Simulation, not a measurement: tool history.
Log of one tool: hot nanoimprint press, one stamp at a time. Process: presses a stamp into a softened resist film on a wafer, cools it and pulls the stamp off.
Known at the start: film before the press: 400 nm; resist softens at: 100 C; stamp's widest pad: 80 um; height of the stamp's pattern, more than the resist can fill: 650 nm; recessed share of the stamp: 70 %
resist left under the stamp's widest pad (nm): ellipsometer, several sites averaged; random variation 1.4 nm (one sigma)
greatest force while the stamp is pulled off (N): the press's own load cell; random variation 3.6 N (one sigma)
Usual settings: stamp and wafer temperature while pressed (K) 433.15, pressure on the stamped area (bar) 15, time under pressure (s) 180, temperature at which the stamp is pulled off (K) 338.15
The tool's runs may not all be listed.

| run | hour | stamp and wafer temperature while pressed (K) | pressure on the stamped area (bar) | time under pressure (s) | temperature at which the stamp is pulled off (K) | resist left under the stamp's widest pad (nm) | greatest force while the stamp is pulled off (N) |
|---|---|---|---|---|---|---|---|
| 1 | 0 | 433.15 | 15 | 180 | 338.15 | 211 | 169 |
| 2 | 38.2 | 433.15 | 15 | 180 | 338.15 | 210.7 | 166 |
| 3 | 74.5 | 433.15 | 15 | 180 | 338.15 | 211.4 | 177 |
|  | 82.9 | plate thermocouple calibrated |
| 4 | 119.7 | 433.15 | 15 | 180 | 338.15 | 212.7 | 176 |
| 5 | 150.6 | 433.15 | 15 | 180 | 338.15 | 210.3 | 174 |
| 6 | 202.4 | 433.15 | 15 | 180 | 338.15 | 209.8 | 178 |
| 7 | 249.2 | 433.15 | 15 | 180 | 338.15 | 208.3 | 177 |
|  | 275.9 | stamp cleaned and given a new release coat |
| 8 | 279.9 | 433.15 | 15 | 180 | 338.15 | 211.4 | 180 |
| 9 | 336.7 | 433.15 | 15 | 180 | 338.15 | 210.7 | 172 |
| 10 | 366 | 422.15 | 15 | 180 | 339.15 | 330.8 | 171 |
| 11 | 393.5 | 422.15 | 15 | 180 | 339.15 | 329.7 | 179 |
| 12 | 451.3 | 439.15 | 9.9 | 91 | 324.15 | 232.6 | 195 |

Forecast each of these 5 alternatives for the next run:
|  | 483.2 | plate thermocouple calibrated |
| A | 491.3 | 433.15 | 15 | 241 | 338.15 | ? | ? |
|  | 483.2 | plate thermocouple calibrated |
| B | 491.3 | 439.15 | 9.9 | 276 | 344.15 | ? | ? |
|  | 483.2 | plate thermocouple calibrated |
| C | 491.3 | 433.15 | 17.6 | 180 | 338.15 | ? | ? |
|  | 483.2 | plate thermocouple calibrated |
| D | 491.3 | 439.15 | 9.9 | 91 | 325.15 | ? | ? |
|  | 483.2 | plate thermocouple calibrated |
| E | 491.3 | 445.15 | 13.9 | 201 | 324.15 | ? | ? |

| run | resist left under the stamp's widest pad (nm) | greatest force while the stamp is pulled off (N) |
|---|---|---|
| A | 188.9 | 174 |
| B | 155.9 | 163 |
| C | 198.4 | 172 |
| D | 235.4 | 198 |
| E | 110.1 | 192 |
Without the tool's hidden state the same runs would have given:
| run | resist left under the stamp's widest pad (nm) | greatest force while the stamp is pulled off (N) |
|---|---|---|
| A | 188.9 | 173 |
| B | 155.9 | 162 |
| C | 198.3 | 171 |
| D | 235.4 | 196 |
| E | 110.1 | 191 |

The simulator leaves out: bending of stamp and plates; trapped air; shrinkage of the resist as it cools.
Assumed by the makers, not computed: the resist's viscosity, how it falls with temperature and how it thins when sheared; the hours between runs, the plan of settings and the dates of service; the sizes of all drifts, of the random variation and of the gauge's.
